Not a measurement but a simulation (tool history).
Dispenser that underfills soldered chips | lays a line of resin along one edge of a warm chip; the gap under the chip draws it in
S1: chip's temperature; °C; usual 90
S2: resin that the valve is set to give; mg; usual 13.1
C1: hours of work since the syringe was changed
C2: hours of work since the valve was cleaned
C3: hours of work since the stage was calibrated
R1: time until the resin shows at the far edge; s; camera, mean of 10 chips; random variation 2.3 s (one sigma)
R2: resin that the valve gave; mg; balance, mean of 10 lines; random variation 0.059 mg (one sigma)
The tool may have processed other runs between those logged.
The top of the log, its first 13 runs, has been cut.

{"run": 14, "hour": 93.9, "S1": 90, "S2": 13.1, "C1": 8, "C2": 7, "C3": 216, "R1": 304.2, "R2": 13.15}
{"hour": 98.5, "done": "new syringe of resin"}
{"run": 15, "hour": 102.9, "S1": 90, "S2": 13.1, "C1": 3, "C2": 12, "C3": 222, "R1": 260.7, "R2": 13.06}
{"run": 16, "hour": 111.1, "S1": 90, "S2": 13.1, "C1": 8, "C2": 18, "C3": 227, "R1": 312.4, "R2": 13.06}
{"hour": 114.5, "done": "new syringe of resin"}
{"run": 17, "hour": 119.1, "S1": 90, "S2": 13.7, "C1": 3, "C2": 23, "C3": 232, "R1": 264.4, "R2": 13.71}
{"run": 18, "hour": 127.3, "S1": 90, "S2": 12.6, "C1": 8, "C2": 28, "C3": 238, "R1": 327.9, "R2": 12.48}
{"hour": 130.5, "done": "new syringe of resin"}
{"run": 19, "hour": 136.9, "S1": 90, "S2": 12.3, "C1": 4, "C2": 34, "C3": 244, "R1": 270.9, "R2": 12.11}
{"run": 20, "hour": 146.1, "S1": 90, "S2": 12.3, "C1": 10, "C2": 40, "C3": 250, "R1": 351.3, "R2": 12.11}
{"hour": 147.0, "done": "new syringe of resin"}
{"run": 21, "hour": 150.7, "S1": 99, "S2": 12.6, "C1": 2, "C2": 43, "C3": 253, "R1": 179.7, "R2": 12.37}
{"run": 22, "hour": 157.7, "S1": 101, "S2": 14.3, "C1": 7, "C2": 48, "C3": 257, "R1": 194.6, "R2": 14.03}
{"run": 23, "hour": 162.1, "S1": 104, "S2": 13.8, "C1": 10, "C2": 51, "C3": 260, "R1": 193, "R2": 13.56}
{"hour": 163.3, "done": "new syringe of resin"}
{"run": 24, "hour": 169.9, "S1": 85, "S2": 14.3, "C1": 4, "C2": 55, "C3": 265, "R1": 330.6, "R2": 13.97}
{"hour": 179.3, "done": "new syringe of resin"}
{"run": 25, "hour": 179.3, "S1": 100, "S2": 14.8, "C1": 0, "C2": 61, "C3": 271, "R1": 156, "R2": 14.53}
{"run": 26, "hour": 183.6, "S1": 100, "S2": 14.8, "C1": 3, "C2": 64, "C3": 274, "R1": 173.3, "R2": 14.41}
{"run": 27, "hour": 191.5, "S1": 82, "S2": 12.4, "C1": 8, "C2": 69, "C3": 279, "R1": 442.6, "R2": 12.03}
{"hour": 195.7, "done": "new syringe of resin"}
{"run": 28, "hour": 200.5, "S1": 100, "S2": 15.3, "C1": 3, "C2": 75, "C3": 285, "R1": 174.5, "R2": 14.82}
{"run": 29, "hour": 210.4, "S1": 100, "S2": 15.3, "C1": 10, "C2": 82, "C3": 291, "R1": 228.3, "R2": 14.89}
{"hour": 212.1, "done": "new syringe of resin"}
{"hour": 216.3, "done": "dispensing valve cleaned and set on the balance"}
{"run": 30, "hour": 218.1, "S1": 100, "S2": 15.3, "C1": 3, "C2": 1, "C3": 296, "R1": 175.7, "R2": 15.18}
{"run": 31, "hour": 222.9, "S1": 90, "S2": 14.3, "C1": 6, "C2": 4, "C3": 299, "R1": 297, "R2": 14.17}
{"hour": 229.3, "done": "new syringe of resin"}
{"run": 32, "hour": 230.2, "S1": 92, "S2": 16.8, "C1": 1, "C2": 9, "C3": 303, "R1": 216.6, "R2": 16.6}
{"hour": 232.1, "done": "stage's temperature calibrated"}
{"run": 33, "hour": 240.2, "S1": 78, "S2": 13.1, "C1": 6, "C2": 15, "C3": 5, "R1": 485, "R2": 12.99}
{"run": 34, "hour": 245.0, "S1": 79, "S2": 12.2, "C1": 10, "C2": 18, "C3": 9, "R1": 532.2, "R2": 12.14}
{"hour": 246.3, "done": "new syringe of resin"}
{"run": 35, "hour": 251.0, "S1": 98, "S2": 13.1, "C1": 3, "C2": 22, "C3": 12, "R1": 186.3, "R2": 12.9}

What if the next run were any one of these 3? Each begins from the tool's condition after run 35:
{"run": "A", "hour": 255.5, "S1": 75, "S2": 14.7, "C1": 6, "C2": 25, "C3": 15, "R1": "?", "R2": "?"}
{"run": "B", "hour": 255.5, "S1": 92, "S2": 14, "C1": 6, "C2": 25, "C3": 15, "R1": "?", "R2": "?"}
{"run": "C", "hour": 255.5, "S1": 100, "S2": 13.1, "C1": 6, "C2": 25, "C3": 15, "R1": "?", "R2": "?"}

run=A R1=528 R2=14.55
run=B R1=258.2 R2=13.76
run=C R1=189.5 R2=12.82
What these runs would have given with no unlogged condition in the tool:
run=A R1=418.5 R2=14.77
run=B R1=204.7 R2=13.97
run=C R1=150.2 R2=13.02
